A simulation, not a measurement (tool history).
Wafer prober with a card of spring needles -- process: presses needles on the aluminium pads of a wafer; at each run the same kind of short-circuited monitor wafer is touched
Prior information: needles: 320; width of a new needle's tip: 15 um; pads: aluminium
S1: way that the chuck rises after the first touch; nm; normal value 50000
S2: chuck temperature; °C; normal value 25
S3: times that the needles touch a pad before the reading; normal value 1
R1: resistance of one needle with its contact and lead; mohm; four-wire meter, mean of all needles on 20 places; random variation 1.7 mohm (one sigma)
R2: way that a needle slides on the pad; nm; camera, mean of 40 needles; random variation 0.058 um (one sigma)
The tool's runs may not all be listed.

run    day     S1  S2  S3   R1     R2
  1  0.000  50000  25   1  175  13350
  2  0.283  50000  25   3  195  13340
     0.362  -- tips cleaned on abrasive film
  3  0.529  50000  25   1  229  13240
     0.742  -- tips cleaned on abrasive film
  4  0.933  50000  25   1  238  13240
     1.125  -- tips cleaned on abrasive film
  5  1.171  50000  25   1  198  13170
     1.512  -- tips cleaned on abrasive film
  6  1.704  50000  25   3  193  13250
     1.896  -- tips cleaned on abrasive film
     2.158  -- height of the first contact set anew
  7  2.192  50000  25   1  251  13780
     2.292  -- tips cleaned on abrasive film
  8  2.529  50000  25   1  239  13720
     2.679  -- tips cleaned on abrasive film
     3.038  -- tips cleaned on abrasive film
  9  3.046  50000  25   1  174  13710
     3.404  -- tips cleaned on abrasive film
 10  3.600  50000  25   1  233  13800
     3.788  -- tips cleaned on abrasive film
     4.158  -- tips cleaned on abrasive film
 11  4.158  65000  44   2  167  17790
     4.554  -- tips cleaned on abrasive film
 12  4.583  65000  27   3  167  17890
     4.950  -- tips cleaned on abrasive film
 13  5.138  65000  27   3  180  17730

The next listed run, before its measurement:
     5.308  -- tips cleaned on abrasive film
 14  5.517  65000  27   3   ?   ?

For run 14 the tool returned R1 181 mohm, R2 17780 nm.
Take away the tool's hidden state, keep the run-to-run variation as it was, and the same run would have given R1 164 mohm, R2 17900 nm.

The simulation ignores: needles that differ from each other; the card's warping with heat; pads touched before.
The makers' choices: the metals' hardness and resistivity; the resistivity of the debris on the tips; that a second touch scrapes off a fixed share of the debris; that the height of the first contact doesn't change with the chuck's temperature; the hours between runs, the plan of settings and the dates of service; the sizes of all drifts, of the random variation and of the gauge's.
